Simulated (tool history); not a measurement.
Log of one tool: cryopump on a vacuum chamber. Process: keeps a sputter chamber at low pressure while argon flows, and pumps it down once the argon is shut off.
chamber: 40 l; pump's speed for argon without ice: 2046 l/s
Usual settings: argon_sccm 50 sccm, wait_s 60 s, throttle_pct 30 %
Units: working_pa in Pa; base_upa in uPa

Run 1, hour 0.0: usual settings. Result: working_pa 0.1442 Pa, base_upa 2.55 uPa.
Run 2, hour 71.6: usual settings. Result: working_pa 0.1438 Pa, base_upa 2.69 uPa.
Run 3, hour 112.3: usual settings. Result: working_pa 0.1440 Pa, base_upa 2.64 uPa.
Run 4, hour 189.5: usual settings. Result: working_pa 0.1451 Pa, base_upa 2.74 uPa.
Run 5, hour 278.7: usual settings. Result: working_pa 0.1470 Pa, base_upa 2.81 uPa.
Run 6, hour 330.1: usual settings. Result: working_pa 0.1469 Pa, base_upa 2.79 uPa.
Run 7, hour 403.2: usual settings. Result: working_pa 0.1471 Pa, base_upa 2.86 uPa.
Run 8, hour 494.7: usual settings. Result: working_pa 0.1499 Pa, base_upa 2.93 uPa.
Run 9, hour 541.4: usual settings. Result: working_pa 0.1501 Pa, base_upa 2.98 uPa.
Run 10, hour 616.4: usual settings but argon_sccm 31 sccm, wait_s 50 s. Result: working_pa 0.0931 Pa, base_upa 3.24 uPa.
Run 11, hour 668.7: usual settings but argon_sccm 28 sccm, wait_s 297 s, throttle_pct 16 %. Result: working_pa 0.1516 Pa, base_upa 2.20 uPa.
Run 12, hour 744.3: usual settings but argon_sccm 28 sccm, wait_s 297 s, throttle_pct 16 %. Result: working_pa 0.1524 Pa, base_upa 2.24 uPa.
Run 13, hour 796.7: usual settings but argon_sccm 37 sccm, wait_s 35 s, throttle_pct 19 %. Result: working_pa 0.1724 Pa, base_upa 4.01 uPa.
At hour 841.0: pump warmed up, emptied and cooled again.
Run 14, hour 849.2: usual settings but argon_sccm 32 sccm, wait_s 35 s, throttle_pct 46 %. Result: working_pa 0.0575 Pa, base_upa 3.44 uPa.
Run 15, hour 895.1: usual settings but wait_s 82 s, throttle_pct 25 %. Result: working_pa 0.1651 Pa, base_upa 2.41 uPa.
Run 16, hour 935.4: usual settings but wait_s 82 s, throttle_pct 25 %. Result: working_pa 0.1661 Pa, base_upa 2.48 uPa.
Run 17, hour 992.3: usual settings but argon_sccm 34 sccm, wait_s 33 s, throttle_pct 54 %. Result: working_pa 0.0534 Pa, base_upa 3.69 uPa.

4 ways to go on from here, each from the tool as it stands after run 17. What would each give?
Run A, hour 1076.9: usual settings but wait_s 196 s, throttle_pct 59 %. Result: working_pa ?, base_upa ?.
Run B, hour 1076.9: usual settings but argon_sccm 92 sccm, wait_s 40 s. Result: working_pa ?, base_upa ?.
Run C, hour 1076.9: usual settings but argon_sccm 61 sccm, wait_s 33 s, throttle_pct 54 %. Result: working_pa ?, base_upa ?.
Run D, hour 1076.9: usual settings but argon_sccm 34 sccm, wait_s 33 s, throttle_pct 23 %. Result: working_pa ?, base_upa ?.

run  working_pa  base_upa
  A      0.0735      2.03
  B      0.2590      3.43
  C      0.0972      3.80
  D      0.1244      3.82
Without the tool's hidden state the same runs would have given:
run  working_pa  base_upa
  A      0.0702      0.48
  B      0.2530      1.85
  C      0.0932      2.22
  D      0.1222      2.22
